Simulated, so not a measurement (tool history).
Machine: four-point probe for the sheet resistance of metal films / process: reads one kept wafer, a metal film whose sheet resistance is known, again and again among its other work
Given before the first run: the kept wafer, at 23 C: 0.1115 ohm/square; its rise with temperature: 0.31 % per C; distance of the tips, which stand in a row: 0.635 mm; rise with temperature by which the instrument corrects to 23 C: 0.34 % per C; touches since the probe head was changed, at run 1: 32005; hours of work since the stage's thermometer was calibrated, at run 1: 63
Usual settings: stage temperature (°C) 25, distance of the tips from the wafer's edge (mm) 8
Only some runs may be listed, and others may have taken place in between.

run   hour  stage temperature (°C)  distance of the tips from the wafer's edge (mm)  touches since the probe head was changed  hours of work since the stage's thermometer was calibrated  sheet resistance as the instrument gives it (ohm/square)
  1    0.0                      25                                                8                                     32005                                                          63                                                  0.111651
  2   24.1                      25                                                8                                     32772                                                          72                                                  0.111634
  3   48.8                      25                                                8                                     33558                                                          82                                                  0.111612
  4   62.2                      25                                                8                                     33986                                                          88                                                  0.111682
  5   84.5                      25                                                8                                     34694                                                          97                                                  0.111648
  6  103.3                      23                                                8                                     35293                                                         105                                                  0.111778
  7  122.1                      23                                                8                                     35894                                                         112                                                  0.111696
  8  136.1                      23                                                8                                     36337                                                         118                                                  0.111746
  9  156.8                      19                                                8                                     36996                                                         126                                                  0.111932
     159.4  -- stage's thermometer calibrated
 10  177.2                      20                                                8                                     37632                                                           7                                                  0.111894
 11  194.8                      18                                               41                                     38191                                                          14                                                  0.111636
 12  218.1                      18                                               50                                     38932                                                          24                                                  0.111682
     243.3  -- stage's thermometer calibrated, once more
 13  243.3                      35                                                7                                     39720                                                           0                                                  0.111371
 14  257.1                      30                                               37                                     40158                                                           6                                                  0.111118
 15  274.4                      30                                               37                                     40708                                                          13                                                  0.111115
 16  289.4                      22                                               13                                     41188                                                          19                                                  0.111545
 17  313.8                      22                                               13                                     41962                                                          29                                                  0.111578
 18  332.4                      32                                               13                                     42555                                                          36                                                  0.111211

Measured less the same run without the tool's hidden state. The same run-to-run variation is in both; the gauge's scatter may not be:
Unlogged tool condition in this case: inner tips' distance over the nominal, %; tips' flats over new ones', %; wafer's true temperature over the reading, C; drift of the gauge itself on sheet_ohm, %.
run  sheet resistance as the instrument gives it (ohm/square)
  1                                                 -0.000152
  2                                                 -0.000145
  3                                                 -0.000138
  4                                                 -0.000134
  5                                                 -0.000128
  6                                                 -0.000123
  7                                                 -0.000118
  8                                                 -0.000114
  9                                                 -0.000108
 10                                                 -0.000086
 11                                                 -0.000081
 12                                                 -0.000075
 13                                                 -0.000121
 14                                                 -0.000117
 15                                                 -0.000113
 16                                                 -0.000109
 17                                                 -0.000102
 18                                                 -0.000096

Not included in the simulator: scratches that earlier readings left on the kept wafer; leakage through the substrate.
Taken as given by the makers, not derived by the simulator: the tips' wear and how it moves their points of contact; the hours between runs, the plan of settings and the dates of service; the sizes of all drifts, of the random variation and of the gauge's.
